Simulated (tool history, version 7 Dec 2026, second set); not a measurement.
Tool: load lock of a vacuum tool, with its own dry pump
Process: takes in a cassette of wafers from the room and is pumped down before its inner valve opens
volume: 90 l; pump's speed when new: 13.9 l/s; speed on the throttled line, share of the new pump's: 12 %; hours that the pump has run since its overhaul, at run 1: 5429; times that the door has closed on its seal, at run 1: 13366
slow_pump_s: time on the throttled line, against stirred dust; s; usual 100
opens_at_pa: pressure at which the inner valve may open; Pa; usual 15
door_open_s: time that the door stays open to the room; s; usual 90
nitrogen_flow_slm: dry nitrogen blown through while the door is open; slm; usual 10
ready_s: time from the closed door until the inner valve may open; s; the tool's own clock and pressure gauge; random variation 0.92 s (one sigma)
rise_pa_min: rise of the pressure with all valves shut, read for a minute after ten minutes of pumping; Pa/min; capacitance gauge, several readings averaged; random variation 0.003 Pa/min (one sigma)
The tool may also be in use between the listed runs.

run,hour,slow_pump_s,opens_at_pa,door_open_s,nitrogen_flow_slm,hours that the pump has run since its overhaul,times that the door has closed on its seal,"incoming humidity of the room's air, %",ready_s,rise_pa_min
1,0.0,100,15,90,10,5429,13366,44.5,145.7,0.033
2,104.2,100,15,31,10,5533,13686,47.0,145.5,0.025
3,186.4,100,15,90,10,5616,13939,48.3,146.0,0.041
4,243.0,100,15,90,15,5672,14112,45.1,145.1,0.028
5,343.0,100,15,90,15,5772,14420,44.4,146.1,0.031
6,427.8,100,15,46,15,5857,14680,46.2,146.4,0.027
7,492.1,100,15,90,10,5921,14878,45.8,146.2,0.031
8,603.9,100,15,90,10,6033,15221,41.7,144.9,0.030
9,685.0,79,15,115,36,6114,15471,45.2,127.6,0.014
10,787.2,79,15,115,36,6216,15785,46.8,128.2,0.019
11,878.2,79,15,115,36,6307,16064,43.3,126.3,0.015
12,949.9,79,15,115,36,6379,16285,47.5,127.1,0.023
13,1045.4,79,15,115,36,6475,16578,43.6,126.0,0.018
14,1145.3,79,15,115,36,6574,16885,45.4,125.2,0.021
15,1197.8,79,16,44,36,6627,17046,44.0,126.6,0.009

5 ways to go on from here, each from the tool as it stands after run 15. What would each give?
A,1279.7,51,16,44,10,6709,17298,45.7,?,?
B,1279.7,79,16,54,36,6709,17298,46.3,?,?
C,1279.7,114,16,93,10,6709,17298,44.0,?,?
D,1279.7,79,16,44,5,6709,17298,44.5,?,?
E,1279.7,68,15,200,33,6709,17298,48.7,?,?

run,ready_s,rise_pa_min
A,102.2,0.023
B,126.8,0.013
C,156.4,0.032
D,124.6,0.030
E,117.0,0.022
Without the tool's hidden state the same runs would have given:
run,ready_s,rise_pa_min
A,102.2,0.022
B,126.8,0.013
C,156.4,0.032
D,124.6,0.029
E,117.0,0.022
